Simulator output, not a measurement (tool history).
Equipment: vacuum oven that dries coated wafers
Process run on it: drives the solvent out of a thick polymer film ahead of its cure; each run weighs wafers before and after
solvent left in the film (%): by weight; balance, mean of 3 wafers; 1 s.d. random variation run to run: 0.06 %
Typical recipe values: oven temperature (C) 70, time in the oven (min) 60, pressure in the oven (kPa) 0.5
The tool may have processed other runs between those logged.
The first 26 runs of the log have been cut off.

run    hour  oven temperature (C)  time in the oven (min)  pressure in the oven (kPa)  solvent left in the film (%)
 27   587.7                    78                      55                         0.5                          2.08
 28     610                    78                      55                         0.5                          2.19
 29   635.3                    78                      55                         0.5                          2.03
 30   652.3                    83                      60                       1.849                          1.28
 31   678.8                    83                      60                       1.849                          1.26
 32   693.3                    83                      60                       1.849                          1.38
 33   710.6                    68                      65                         0.5                          3.22
 34     735                    70                      65                       0.994                          3.01
 35   758.7                    70                      65                       0.994                          3.01
 36   784.2                    57                      60                       1.657                          6.55
 37   809.1                    67                      37                       0.376                          6.46
 38   822.3                    70                      60                       1.064                          3.33
 39   840.2                    66                      60                       0.975                          4.23
 40   857.4                    74                      60                       1.452                          2.51
 41   883.9                    70                      47                         0.5                          4.48
 42   916.3                    57                      75                       0.847                          5.25
 43   944.7                    63                      59                       1.862                          5.36
 44   969.9                    63                      59                       1.862                          5.37
 45     990                    73                      31                         0.5                          5.93
 46  1018.8                    73                      31                         0.5                          6.01
 47  1048.9                    59                      77                       0.976                          4.73

Branching from run 47: 3 alternative next runs. What would each branch give?
  A  1075.3                    82                      63                       1.458                             ?
  B  1075.3                    55                      54                       0.515                             ?
  C  1075.3                    59                      64                       1.088                             ?

run  solvent left in the film (%)
  A                          1.23
  B                          7.51
  C                          5.75
Without the tool's hidden state the same runs would have given:
run  solvent left in the film (%)
  A                          1.21
  B                          7.46
  C                           5.7
